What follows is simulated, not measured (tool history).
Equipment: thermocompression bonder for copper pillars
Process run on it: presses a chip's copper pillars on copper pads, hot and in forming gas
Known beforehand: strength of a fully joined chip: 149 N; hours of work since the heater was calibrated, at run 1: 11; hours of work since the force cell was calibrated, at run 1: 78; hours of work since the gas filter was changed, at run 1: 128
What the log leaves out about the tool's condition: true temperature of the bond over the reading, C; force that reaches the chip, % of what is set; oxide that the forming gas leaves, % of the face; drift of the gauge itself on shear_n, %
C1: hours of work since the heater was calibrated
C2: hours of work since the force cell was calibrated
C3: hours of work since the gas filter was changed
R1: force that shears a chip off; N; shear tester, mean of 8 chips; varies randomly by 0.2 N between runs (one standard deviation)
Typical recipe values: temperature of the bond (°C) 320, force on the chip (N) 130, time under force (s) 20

Run 1, hour 0: usual settings; C1 11; C2 78; C3 128. Result: R1 83.4 N.
Run 2, hour 10.6: usual settings; C1 19; C2 86; C3 136. Result: R1 83.6 N.
Run 3, hour 20.7: usual settings; C1 27; C2 93; C3 143. Result: R1 83.4 N.
Run 4, hour 30.2: usual settings; C1 34; C2 101; C3 151. Result: R1 83.5 N.
Run 5, hour 40.1: usual settings; C1 42; C2 108; C3 158. Result: R1 83.4 N.
Run 6, hour 55.5: usual settings; C1 54; C2 120; C3 170. Result: R1 83.4 N.
Run 7, hour 71.2: usual settings; C1 65; C2 132; C3 182. Result: R1 83.7 N.
Run 8, hour 86.4: usual settings but force on the chip (N) 120; C1 77; C2 143; C3 193. Result: R1 80.6 N.
Run 9, hour 94: usual settings but force on the chip (N) 91; C1 83; C2 149; C3 199. Result: R1 72.1 N.
Run 10, hour 107.6: usual settings but force on the chip (N) 90; C1 93; C2 159; C3 209. Result: R1 71.5 N.
Run 11, hour 116.3: usual settings but force on the chip (N) 90; C1 100; C2 166; C3 216. Result: R1 71.2 N.
Run 12, hour 130.2: usual settings but temperature of the bond (°C) 324, force on the chip (N) 153, time under force (s) 46; C1 110; C2 177; C3 227. Result: R1 112.4 N.
Run 13, hour 140.5: usual settings but temperature of the bond (°C) 324, force on the chip (N) 153, time under force (s) 46; C1 118; C2 184; C3 234. Result: R1 112 N.
Run 14, hour 155.4: usual settings but temperature of the bond (°C) 324, force on the chip (N) 153, time under force (s) 46; C1 129; C2 196; C3 246. Result: R1 112 N.
Run 15, hour 166.7: usual settings but temperature of the bond (°C) 324, force on the chip (N) 153, time under force (s) 46; C1 138; C2 204; C3 254. Result: R1 111.7 N.
Run 16, hour 178.8: usual settings but temperature of the bond (°C) 324, force on the chip (N) 153, time under force (s) 46; C1 147; C2 213; C3 263. Result: R1 111.9 N.
Run 17, hour 193.5: usual settings but temperature of the bond (°C) 322, force on the chip (N) 153, time under force (s) 46; C1 158; C2 225; C3 275. Result: R1 110.6 N.
Run 18, hour 205.8: usual settings but temperature of the bond (°C) 313, force on the chip (N) 91; C1 168; C2 234; C3 284. Result: R1 67.2 N.
Run 19, hour 217: usual settings but temperature of the bond (°C) 313, force on the chip (N) 91; C1 176; C2 242; C3 292. Result: R1 67.6 N.
Run 20, hour 227.8: usual settings but force on the chip (N) 80, time under force (s) 26; C1 185; C2 251; C3 301. Result: R1 74.2 N.
Run 21, hour 241.8: usual settings but force on the chip (N) 80, time under force (s) 26; C1 195; C2 261; C3 311. Result: R1 74.4 N.
Run 22, hour 251: usual settings but force on the chip (N) 80, time under force (s) 26; C1 202; C2 268; C3 318. Result: R1 74.2 N.

What would each run have given without the hidden state, its run-to-run variation left as it was?
run     R1
  1   84.3
  2   84.6
  3   84.4
  4   84.5
  5   84.5
  6   84.5
  7   84.8
  8   81.7
  9     73
 10   72.5
 11   72.2
 12  114.8
 13  114.5
 14  114.6
 15  114.4
 16  114.6
 17  113.4
 18   68.2
 19   68.7
 20   75.5
 21   75.8
 22   75.6
